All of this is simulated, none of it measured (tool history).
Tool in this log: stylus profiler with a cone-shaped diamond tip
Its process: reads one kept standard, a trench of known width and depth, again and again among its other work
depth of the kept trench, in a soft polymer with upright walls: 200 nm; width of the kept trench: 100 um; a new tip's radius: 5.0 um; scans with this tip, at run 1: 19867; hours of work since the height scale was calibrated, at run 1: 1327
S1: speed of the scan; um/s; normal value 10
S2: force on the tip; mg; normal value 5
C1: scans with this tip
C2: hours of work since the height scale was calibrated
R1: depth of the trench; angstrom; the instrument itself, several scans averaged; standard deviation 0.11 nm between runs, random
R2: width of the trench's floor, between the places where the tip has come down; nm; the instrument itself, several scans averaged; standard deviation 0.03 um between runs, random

run 1 day=0 | S1=10 S2=5 | C1=19867 C2=1327 | R1=2006.8 R2=95710
run 2 day=3.404 | S1=10 S2=3.58 | C1=20584 C2=1375 | R1=2002.6 R2=95720
run 3 day=9.629 | S1=10 S2=5 | C1=21896 C2=1463 | R1=2006.1 R2=95630
run 4 day=12.633 | S1=10 S2=5 | C1=22529 C2=1505 | R1=2007.5 R2=95620
run 5 day=15.929 | S1=10 S2=5 | C1=23223 C2=1552 | R1=2005.3 R2=95600
run 6 day=19.154 | S1=10 S2=5 | C1=23902 C2=1597 | R1=2004.3 R2=95550
run 7 day=22.521 | S1=10 S2=5 | C1=24611 C2=1644 | R1=2007.1 R2=95480
run 8 day=28.754 | S1=10 S2=5 | C1=25925 C2=1732 | R1=2002.5 R2=95430
run 9 day=33.308 | S1=2 S2=5 | C1=26884 C2=1796 | R1=2002.8 R2=95450
run 10 day=38.471 | S1=18 S2=3.08 | C1=27972 C2=1869 | R1=1997.4 R2=95240
-- day=42.246 height scale calibrated on a step standard
run 11 day=42.792 | S1=18 S2=5.14 | C1=28877 C2=8 | R1=2021.8 R2=95260
run 12 day=47.067 | S1=18 S2=5.14 | C1=29778 C2=68 | R1=2022.3 R2=95160
run 13 day=49.675 | S1=20 S2=5 | C1=30327 C2=105 | R1=2021.5 R2=95190
run 14 day=54.446 | S1=14 S2=12.99 | C1=31333 C2=172 | R1=2039 R2=95190
run 15 day=60.429 | S1=7 S2=9.03 | C1=32593 C2=256 | R1=2031.1 R2=95150
run 16 day=62.975 | S1=7 S2=9.03 | C1=33129 C2=292 | R1=2030.4 R2=95030

Here are 5 independent what-if runs from the current tool condition. What would each one return?
run A day=66.612 | S1=20 S2=6.17 | C1=33896 C2=343 | R1=? R2=?
run B day=66.612 | S1=23 S2=8.85 | C1=33896 C2=343 | R1=? R2=?
run C day=66.612 | S1=6 S2=2.9 | C1=33896 C2=343 | R1=? R2=?
run D day=66.612 | S1=10 S2=2.4 | C1=33896 C2=343 | R1=? R2=?
run E day=66.612 | S1=22 S2=5.88 | C1=33896 C2=343 | R1=? R2=?

run=A R1=2023 R2=95090
run=B R1=2029.6 R2=94970
run=C R1=2010.7 R2=95050
run=D R1=2010.5 R2=95010
run=E R1=2021 R2=94990
Without the tool's hidden state the same runs would have given:
run=A R1=2025.6 R2=97220
run=B R1=2032.2 R2=97090
run=C R1=2013.4 R2=97170
run=D R1=2013.1 R2=97130
run=E R1=2023.6 R2=97110
